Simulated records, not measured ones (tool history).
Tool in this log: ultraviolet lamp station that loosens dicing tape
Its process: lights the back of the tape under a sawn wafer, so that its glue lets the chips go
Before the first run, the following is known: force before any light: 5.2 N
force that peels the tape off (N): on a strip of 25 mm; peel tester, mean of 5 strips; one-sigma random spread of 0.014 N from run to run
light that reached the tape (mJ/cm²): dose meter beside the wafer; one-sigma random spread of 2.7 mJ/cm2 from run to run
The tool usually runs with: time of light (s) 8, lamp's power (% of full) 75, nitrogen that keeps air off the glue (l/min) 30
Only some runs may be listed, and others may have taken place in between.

run	hour	time of light (s)	lamp's power (% of full)	nitrogen that keeps air off the glue (l/min)	force that peels the tape off (N)	light that reached the tape (mJ/cm²)
1	0	8	75	30	1.68	185
# hour 23.2: window cleaned of glue's vapour
2	43.8	8	75	30	1.937	174
3	81	8	75	30	2.02	165
# hour 96.4: lamp changed
4	121.7	8	75	30	1.064	275
5	160	8	75	30	1.125	272
6	190.8	8	96	30	0.76	337
7	232.1	8	96	30	0.813	329
8	261.1	8	75	30	1.194	251
9	321.5	8	75	30	1.286	241
10	350.3	8	75	30	1.275	233
# hour 363.3: window cleaned of glue's vapour, once more
11	382.6	8	75	30	0.816	324
12	414.4	8	75	30	0.851	319
13	441.4	8	75	13	1.372	311
14	487.9	8	75	13	1.437	306
15	527.3	8	75	26	1.009	296
16	569	8	75	30	0.941	286
17	608.9	8	75	30	0.969	285
18	661.2	8	75	15	1.543	271
19	706.9	6	75	30	1.624	201
20	755.3	7	75	30	1.413	225
21	783.9	7	75	30	1.412	221
# hour 824: window cleaned of glue's vapour
22	839.8	10	77	52	0.479	361
23	874.4	10	77	52	0.51	348
24	921.6	6	97	30	1.142	259
25	961.4	6	97	30	1.217	254
26	1022	6	97	30	1.283	240
27	1065.8	6	64	39	1.948	154
28	1129.2	6	84	18	1.99	194
29	1162.2	11	75	44	0.685	305
30	1195.1	11	75	44	0.733	301
31	1240.9	5	75	57	1.933	133
# hour 1289.4: window cleaned of glue's vapour
32	1298.1	5	75	57	1.793	151
33	1344.7	6	93	10	2.34	217
34	1396	6	93	10	2.347	206
35	1445.7	11	75	10	1.762	293
36	1498.8	9	75	9	2.35	231

3 options for the next run, each taken on its own from the tool as it stands now. Forecast them:
A	1552.3	8	91	30	?	?
B	1552.3	4	92	58	?	?
C	1552.3	8	97	30	?	?

run	force that peels the tape off (N)	light that reached the tape (mJ/cm²)
A	1.315	235
B	2.194	121
C	1.22	250
Stripped of hidden state, with their random variation kept, the same runs would have yielded:
run	force that peels the tape off (N)	light that reached the tape (mJ/cm²)
A	0.464	437
B	1.066	225
C	0.416	466

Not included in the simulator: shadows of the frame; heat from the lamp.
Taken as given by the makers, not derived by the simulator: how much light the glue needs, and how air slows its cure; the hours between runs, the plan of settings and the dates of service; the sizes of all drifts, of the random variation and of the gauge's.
